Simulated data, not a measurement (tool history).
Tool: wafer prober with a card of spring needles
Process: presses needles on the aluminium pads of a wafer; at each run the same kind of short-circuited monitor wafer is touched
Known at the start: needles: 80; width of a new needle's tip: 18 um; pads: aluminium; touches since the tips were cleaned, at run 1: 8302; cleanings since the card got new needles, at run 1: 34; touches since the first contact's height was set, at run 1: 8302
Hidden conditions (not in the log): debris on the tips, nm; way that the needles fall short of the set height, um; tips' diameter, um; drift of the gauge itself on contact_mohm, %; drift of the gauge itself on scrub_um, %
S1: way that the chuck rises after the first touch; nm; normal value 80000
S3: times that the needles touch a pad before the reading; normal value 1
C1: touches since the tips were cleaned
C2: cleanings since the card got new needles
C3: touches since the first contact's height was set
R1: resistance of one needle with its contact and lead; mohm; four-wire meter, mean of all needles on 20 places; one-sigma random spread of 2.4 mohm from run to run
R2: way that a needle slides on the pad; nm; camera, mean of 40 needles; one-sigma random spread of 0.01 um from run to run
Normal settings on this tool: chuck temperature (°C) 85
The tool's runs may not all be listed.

{"run": 1, "hour": 0.0, "S1": 80000, "chuck temperature (°C)": 85, "S3": 1, "C1": 8302, "C2": 34, "C3": 8302, "R1": 306, "R2": 16050}
{"hour": 6.5, "done": "tips cleaned on abrasive film"}
{"hour": 38.1, "done": "tips cleaned on abrasive film"}
{"run": 2, "hour": 63.3, "S1": 80000, "chuck temperature (°C)": 85, "S3": 1, "C1": 8514, "C2": 36, "C3": 29603, "R1": 303, "R2": 16030}
{"hour": 69.8, "done": "tips cleaned on abrasive film"}
{"hour": 95.9, "done": "tips cleaned on abrasive film"}
{"hour": 124.3, "done": "tips cleaned on abrasive film"}
{"run": 3, "hour": 147.7, "S1": 80000, "chuck temperature (°C)": 85, "S3": 1, "C1": 7925, "C2": 39, "C3": 58012, "R1": 302, "R2": 15960}
{"hour": 154.3, "done": "tips cleaned on abrasive film"}
{"hour": 179.7, "done": "height of the first contact set anew"}
{"hour": 186.2, "done": "tips cleaned on abrasive film"}
{"hour": 214.4, "done": "tips cleaned on abrasive film"}
{"run": 4, "hour": 231.1, "S1": 80000, "chuck temperature (°C)": 85, "S3": 1, "C1": 5617, "C2": 42, "C3": 17277, "R1": 300, "R2": 16010}
{"hour": 242.7, "done": "tips cleaned on abrasive film"}
{"hour": 269.3, "done": "tips cleaned on abrasive film"}
{"hour": 297.7, "done": "tips cleaned on abrasive film"}
{"run": 5, "hour": 308.0, "S1": 80000, "chuck temperature (°C)": 85, "S3": 1, "C1": 3475, "C2": 45, "C3": 43142, "R1": 294, "R2": 15980}
{"hour": 327.8, "done": "tips cleaned on abrasive film"}
{"hour": 357.5, "done": "tips cleaned on abrasive film"}
{"run": 6, "hour": 375.3, "S1": 80000, "chuck temperature (°C)": 85, "S3": 1, "C1": 6002, "C2": 47, "C3": 65803, "R1": 303, "R2": 15930}
{"hour": 385.8, "done": "tips cleaned on abrasive film"}
{"hour": 386.1, "done": "height of the first contact set anew"}
{"hour": 412.5, "done": "tips cleaned on abrasive film"}
{"run": 7, "hour": 414.8, "S1": 80000, "chuck temperature (°C)": 85, "S3": 1, "C1": 769, "C2": 49, "C3": 9674, "R1": 282, "R2": 16010}
{"hour": 440.1, "done": "tips cleaned on abrasive film"}
{"hour": 467.6, "done": "tips cleaned on abrasive film"}
{"run": 8, "hour": 467.6, "S1": 80000, "chuck temperature (°C)": 85, "S3": 1, "C1": 0, "C2": 51, "C3": 27420, "R1": 276, "R2": 15990}
{"hour": 495.9, "done": "tips cleaned on abrasive film"}
{"hour": 523.1, "done": "tips cleaned on abrasive film"}
{"run": 9, "hour": 548.2, "S1": 80000, "chuck temperature (°C)": 85, "S3": 1, "C1": 8482, "C2": 53, "C3": 54562, "R1": 308, "R2": 15960}
{"hour": 552.6, "done": "tips cleaned on abrasive film"}
{"hour": 578.7, "done": "tips cleaned on abrasive film"}
{"hour": 591.9, "done": "height of the first contact set anew"}
{"run": 10, "hour": 602.8, "S1": 80000, "chuck temperature (°C)": 36, "S3": 1, "C1": 8027, "C2": 55, "C3": 3679, "R1": 295, "R2": 16040}
{"hour": 609.3, "done": "tips cleaned on abrasive film"}
{"hour": 640.9, "done": "tips cleaned on abrasive film"}
{"run": 11, "hour": 654.4, "S1": 80000, "chuck temperature (°C)": 36, "S3": 1, "C1": 4538, "C2": 57, "C3": 21016, "R1": 288, "R2": 16010}
{"hour": 672.3, "done": "tips cleaned on abrasive film"}
{"hour": 699.5, "done": "tips cleaned on abrasive film"}
{"run": 12, "hour": 711.7, "S1": 80000, "chuck temperature (°C)": 85, "S3": 1, "C1": 4099, "C2": 59, "C3": 40300, "R1": 304, "R2": 15990}
{"hour": 728.0, "done": "tips cleaned on abrasive film"}
{"hour": 754.6, "done": "tips cleaned on abrasive film"}
{"hour": 780.7, "done": "tips cleaned on abrasive film"}
{"run": 13, "hour": 787.0, "S1": 80000, "chuck temperature (°C)": 85, "S3": 1, "C1": 2130, "C2": 62, "C3": 65633, "R1": 292, "R2": 15920}
{"hour": 796.7, "done": "height of the first contact set anew"}
{"hour": 812.2, "done": "tips cleaned on abrasive film"}
{"hour": 842.2, "done": "tips cleaned on abrasive film"}
{"hour": 872.2, "done": "tips cleaned on abrasive film"}
{"run": 14, "hour": 872.2, "S1": 61000, "chuck temperature (°C)": 85, "S3": 1, "C1": 0, "C2": 65, "C3": 25377, "R1": 287, "R2": 12190}
{"hour": 901.6, "done": "tips cleaned on abrasive film"}
{"hour": 927.9, "done": "tips cleaned on abrasive film"}
{"run": 15, "hour": 927.9, "S1": 61000, "chuck temperature (°C)": 85, "S3": 1, "C1": 0, "C2": 67, "C3": 44116, "R1": 288, "R2": 12170}
{"hour": 954.3, "done": "tips cleaned on abrasive film"}
{"hour": 986.2, "done": "tips cleaned on abrasive film"}
{"hour": 1002.6, "done": "height of the first contact set anew"}
{"run": 16, "hour": 1003.5, "S1": 73000, "chuck temperature (°C)": 42, "S3": 1, "C1": 5745, "C2": 69, "C3": 313, "R1": 298, "R2": 14650}
{"hour": 1014.5, "done": "tips cleaned on abrasive film"}
{"hour": 1041.9, "done": "tips cleaned on abrasive film"}
{"hour": 1069.7, "done": "tips cleaned on abrasive film"}
{"run": 17, "hour": 1080.3, "S1": 64000, "chuck temperature (°C)": 44, "S3": 2, "C1": 3556, "C2": 72, "C3": 26130, "R1": 285, "R2": 12780}
{"hour": 1099.5, "done": "tips cleaned on abrasive film"}
{"hour": 1127.0, "done": "tips cleaned on abrasive film"}
{"run": 18, "hour": 1143.2, "S1": 69000, "chuck temperature (°C)": 50, "S3": 1, "C1": 5478, "C2": 74, "C3": 47318, "R1": 310, "R2": 13740}
{"hour": 1154.0, "done": "tips cleaned on abrasive film"}
{"hour": 1182.4, "done": "tips cleaned on abrasive film"}
{"run": 19, "hour": 1182.4, "S1": 93000, "chuck temperature (°C)": 29, "S3": 2, "C1": 0, "C2": 76, "C3": 60477, "R1": 261, "R2": 18520}
{"hour": 1206.3, "done": "height of the first contact set anew"}
{"hour": 1212.9, "done": "tips cleaned on abrasive film"}
{"hour": 1238.7, "done": "tips cleaned on abrasive film"}
{"run": 20, "hour": 1247.7, "S1": 93000, "chuck temperature (°C)": 29, "S3": 2, "C1": 3035, "C2": 78, "C3": 13903, "R1": 270, "R2": 18620}
{"hour": 1268.6, "done": "tips cleaned on abrasive film"}
{"run": 21, "hour": 1284.5, "S1": 93000, "chuck temperature (°C)": 29, "S3": 2, "C1": 5371, "C2": 79, "C3": 26300, "R1": 271, "R2": 18600}
{"hour": 1296.4, "done": "tips cleaned on abrasive film"}
{"hour": 1325.8, "done": "tips cleaned on abrasive film"}
{"run": 22, "hour": 1342.9, "S1": 93000, "chuck temperature (°C)": 29, "S3": 2, "C1": 5782, "C2": 81, "C3": 45931, "R1": 273, "R2": 18540}
{"hour": 1355.1, "done": "tips cleaned on abrasive film"}
{"hour": 1381.8, "done": "tips cleaned on abrasive film"}
{"hour": 1410.1, "done": "tips cleaned on abrasive film"}
{"hour": 1410.4, "done": "height of the first contact set anew"}
{"run": 23, "hour": 1428.4, "S1": 80000, "chuck temperature (°C)": 106, "S3": 1, "C1": 6093, "C2": 84, "C3": 6093, "R1": 311, "R2": 16040}
{"hour": 1439.8, "done": "tips cleaned on abrasive film"}
{"hour": 1468.1, "done": "tips cleaned on abrasive film"}
{"run": 24, "hour": 1480.9, "S1": 86000, "chuck temperature (°C)": 33, "S3": 2, "C1": 4321, "C2": 86, "C3": 23732, "R1": 280, "R2": 17210}
{"hour": 1496.3, "done": "tips cleaned on abrasive film"}
{"run": 25, "hour": 1521.5, "S1": 88000, "chuck temperature (°C)": 85, "S3": 1, "C1": 8530, "C2": 87, "C3": 37416, "R1": 302, "R2": 17610}
{"hour": 1528.1, "done": "tips cleaned on abrasive film"}
{"hour": 1556.9, "done": "tips cleaned on abrasive film"}
{"run": 26, "hour": 1569.0, "S1": 88000, "chuck temperature (°C)": 85, "S3": 1, "C1": 4065, "C2": 89, "C3": 53375, "R1": 296, "R2": 17580}
{"hour": 1583.9, "done": "tips cleaned on abrasive film"}
{"run": 27, "hour": 1603.9, "S1": 88000, "chuck temperature (°C)": 85, "S3": 1, "C1": 6774, "C2": 90, "C3": 65136, "R1": 299, "R2": 17550}
{"hour": 1609.8, "done": "tips cleaned on abrasive film"}
{"hour": 1613.5, "done": "height of the first contact set anew"}
{"hour": 1638.8, "done": "tips cleaned on abrasive film"}
{"hour": 1667.1, "done": "tips cleaned on abrasive film"}
{"run": 28, "hour": 1667.1, "S1": 88000, "chuck temperature (°C)": 74, "S3": 1, "C1": 0, "C2": 93, "C3": 18025, "R1": 279, "R2": 17610}
{"hour": 1696.0, "done": "tips cleaned on abrasive film"}
{"hour": 1723.9, "done": "tips cleaned on abrasive film"}
{"run": 29, "hour": 1743.5, "S1": 80000, "chuck temperature (°C)": 53, "S3": 1, "C1": 6607, "C2": 95, "C3": 43740, "R1": 296, "R2": 15990}

Branching from run 29: 4 alternative next runs. What would each branch give?
{"hour": 1750.0, "done": "tips cleaned on abrasive film"}
{"hour": 1779.4, "done": "tips cleaned on abrasive film"}
{"run": "A", "hour": 1783.2, "S1": 90000, "chuck temperature (°C)": 29, "S3": 1, "C1": 1282, "C2": 97, "C3": 57099, "R1": "?", "R2": "?"}
{"hour": 1750.0, "done": "tips cleaned on abrasive film"}
{"hour": 1779.4, "done": "tips cleaned on abrasive film"}
{"run": "B", "hour": 1783.2, "S1": 72000, "chuck temperature (°C)": 30, "S3": 3, "C1": 1282, "C2": 97, "C3": 57099, "R1": "?", "R2": "?"}
{"hour": 1750.0, "done": "tips cleaned on abrasive film"}
{"hour": 1779.4, "done": "tips cleaned on abrasive film"}
{"run": "C", "hour": 1783.2, "S1": 67000, "chuck temperature (°C)": 53, "S3": 2, "C1": 1282, "C2": 97, "C3": 57099, "R1": "?", "R2": "?"}
{"hour": 1750.0, "done": "tips cleaned on abrasive film"}
{"hour": 1779.4, "done": "tips cleaned on abrasive film"}
{"run": "D", "hour": 1783.2, "S1": 87000, "chuck temperature (°C)": 53, "S3": 1, "C1": 1282, "C2": 97, "C3": 57099, "R1": "?", "R2": "?"}

run=A R1=273 R2=17960
run=B R1=268 R2=14330
run=C R1=281 R2=13330
run=D R1=278 R2=17360
Had the tool no hidden state, the same runs would have come out as:
run=A R1=261 R2=18060
run=B R1=260 R2=14430
run=C R1=269 R2=13440
run=D R1=266 R2=17460
